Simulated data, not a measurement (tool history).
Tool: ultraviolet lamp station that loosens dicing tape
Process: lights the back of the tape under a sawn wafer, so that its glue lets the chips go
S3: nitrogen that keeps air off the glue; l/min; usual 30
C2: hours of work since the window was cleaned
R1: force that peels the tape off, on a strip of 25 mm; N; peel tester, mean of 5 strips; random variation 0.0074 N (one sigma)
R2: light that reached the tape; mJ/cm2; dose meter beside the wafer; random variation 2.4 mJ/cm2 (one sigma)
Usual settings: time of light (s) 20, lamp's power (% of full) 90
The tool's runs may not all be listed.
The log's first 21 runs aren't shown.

{"run": 22, "hour": 811.7, "time of light (s)": 20, "lamp's power (% of full)": 90, "S3": 30, "hours of work of the lamp": 555, "C2": 206, "R1": 0.401, "R2": 225}
{"hour": 825.1, "done": "window cleaned of glue's vapour"}
{"run": 23, "hour": 858.3, "time of light (s)": 20, "lamp's power (% of full)": 90, "S3": 30, "hours of work of the lamp": 584, "C2": 21, "R1": 0.365, "R2": 242}
{"run": 24, "hour": 893.5, "time of light (s)": 22, "lamp's power (% of full)": 90, "S3": 13, "hours of work of the lamp": 607, "C2": 44, "R1": 0.499, "R2": 260}
{"run": 25, "hour": 930.5, "time of light (s)": 21, "lamp's power (% of full)": 90, "S3": 30, "hours of work of the lamp": 630, "C2": 67, "R1": 0.352, "R2": 242}
{"run": 26, "hour": 953.3, "time of light (s)": 22, "lamp's power (% of full)": 90, "S3": 15, "hours of work of the lamp": 645, "C2": 82, "R1": 0.476, "R2": 258}
{"run": 27, "hour": 988.1, "time of light (s)": 20, "lamp's power (% of full)": 90, "S3": 40, "hours of work of the lamp": 667, "C2": 104, "R1": 0.343, "R2": 231}
{"run": 28, "hour": 1009.6, "time of light (s)": 20, "lamp's power (% of full)": 90, "S3": 40, "hours of work of the lamp": 681, "C2": 117, "R1": 0.356, "R2": 224}
{"run": 29, "hour": 1037.9, "time of light (s)": 20, "lamp's power (% of full)": 70, "S3": 14, "hours of work of the lamp": 699, "C2": 135, "R1": 0.858, "R2": 173}
{"run": 30, "hour": 1065.0, "time of light (s)": 11, "lamp's power (% of full)": 70, "S3": 48, "hours of work of the lamp": 716, "C2": 153, "R1": 1.173, "R2": 94}
{"run": 31, "hour": 1107.9, "time of light (s)": 11, "lamp's power (% of full)": 70, "S3": 48, "hours of work of the lamp": 743, "C2": 180, "R1": 1.229, "R2": 94}
{"run": 32, "hour": 1147.8, "time of light (s)": 11, "lamp's power (% of full)": 70, "S3": 48, "hours of work of the lamp": 769, "C2": 205, "R1": 1.191, "R2": 92}
{"hour": 1160.9, "done": "window cleaned of glue's vapour"}
{"run": 33, "hour": 1194.0, "time of light (s)": 12, "lamp's power (% of full)": 90, "S3": 16, "hours of work of the lamp": 798, "C2": 21, "R1": 1.086, "R2": 140}
{"run": 34, "hour": 1241.9, "time of light (s)": 12, "lamp's power (% of full)": 90, "S3": 16, "hours of work of the lamp": 828, "C2": 52, "R1": 1.135, "R2": 135}
{"run": 35, "hour": 1280.4, "time of light (s)": 26, "lamp's power (% of full)": 75, "S3": 16, "hours of work of the lamp": 853, "C2": 76, "R1": 0.51, "R2": 244}
{"run": 36, "hour": 1312.1, "time of light (s)": 17, "lamp's power (% of full)": 65, "S3": 16, "hours of work of the lamp": 873, "C2": 96, "R1": 1.116, "R2": 139}
{"run": 37, "hour": 1359.0, "time of light (s)": 14, "lamp's power (% of full)": 86, "S3": 26, "hours of work of the lamp": 903, "C2": 126, "R1": 0.846, "R2": 140}
{"run": 38, "hour": 1391.1, "time of light (s)": 19, "lamp's power (% of full)": 65, "S3": 26, "hours of work of the lamp": 923, "C2": 146, "R1": 0.841, "R2": 147}
{"run": 39, "hour": 1438.3, "time of light (s)": 20, "lamp's power (% of full)": 86, "S3": 30, "hours of work of the lamp": 953, "C2": 176, "R1": 0.507, "R2": 200}
{"run": 40, "hour": 1474.9, "time of light (s)": 12, "lamp's power (% of full)": 82, "S3": 9, "hours of work of the lamp": 976, "C2": 200, "R1": 1.517, "R2": 111}
{"hour": 1498.5, "done": "window cleaned of glue's vapour"}
{"run": 41, "hour": 1519.1, "time of light (s)": 29, "lamp's power (% of full)": 61, "S3": 22, "hours of work of the lamp": 1004, "C2": 13, "R1": 0.529, "R2": 216}
{"run": 42, "hour": 1566.8, "time of light (s)": 29, "lamp's power (% of full)": 61, "S3": 22, "hours of work of the lamp": 1034, "C2": 43, "R1": 0.532, "R2": 214}
{"run": 43, "hour": 1609.6, "time of light (s)": 26, "lamp's power (% of full)": 80, "S3": 36, "hours of work of the lamp": 1062, "C2": 71, "R1": 0.325, "R2": 248}
{"run": 44, "hour": 1651.4, "time of light (s)": 26, "lamp's power (% of full)": 80, "S3": 36, "hours of work of the lamp": 1088, "C2": 97, "R1": 0.341, "R2": 242}

3 ways to go on from here, each from the tool as it stands after run 44. What would each give?
{"run": "A", "hour": 1702.4, "time of light (s)": 32, "lamp's power (% of full)": 99, "S3": 24, "hours of work of the lamp": 1121, "C2": 130, "R1": "?", "R2": "?"}
{"run": "B", "hour": 1702.4, "time of light (s)": 12, "lamp's power (% of full)": 96, "S3": 14, "hours of work of the lamp": 1121, "C2": 130, "R1": "?", "R2": "?"}
{"run": "C", "hour": 1702.4, "time of light (s)": 20, "lamp's power (% of full)": 90, "S3": 38, "hours of work of the lamp": 1121, "C2": 130, "R1": "?", "R2": "?"}

run=A R1=0.176 R2=365
run=B R1=1.200 R2=129
run=C R1=0.422 R2=207
Without the tool's hidden state the same runs would have given:
run=A R1=0.102 R2=495
run=B R1=0.849 R2=176
run=C R1=0.231 R2=280
